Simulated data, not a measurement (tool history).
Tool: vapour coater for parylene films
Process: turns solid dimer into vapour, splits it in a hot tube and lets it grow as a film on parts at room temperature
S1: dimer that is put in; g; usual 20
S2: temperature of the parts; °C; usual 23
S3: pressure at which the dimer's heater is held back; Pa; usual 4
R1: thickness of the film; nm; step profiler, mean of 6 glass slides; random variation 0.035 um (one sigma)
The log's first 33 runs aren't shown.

run    hour  S1  S2     S3     R1
 34   794.3  31  30      4  15400
 35   827.5  20  23   2.12  12690
 36   849.1  20  15   2.12  15150
 37   882.6  13  34   11.7   4840
 38   898.8  16  27  10.37   7030
 39   914.5  16  27  10.37   7030
 40   932.1  11  23   6.64   5700
 41     953   9  23   2.27   5660
 42   978.1   9  21   2.27   5880
 43  1003.2   9  21   2.27   5870
 44  1023.4  23  25    9.4  10630
 45  1048.8  23  25    9.4  10610
 46  1069.8  20  26      4  10590
 47  1101.9  20  26      4  10480

3 ways to go on from here, each from the tool as it stands after run 47. What would each give?
  A  1134.6  26  16  3.74   ?
  B  1134.6  19  19     4   ?
  C  1134.6  12  29  9.58   ?

run     R1
  A  16950
  B  11500
  C   5050
Without the tool's hidden state the same runs would have given:
run     R1
  A  17730
  B  12030
  C   5280
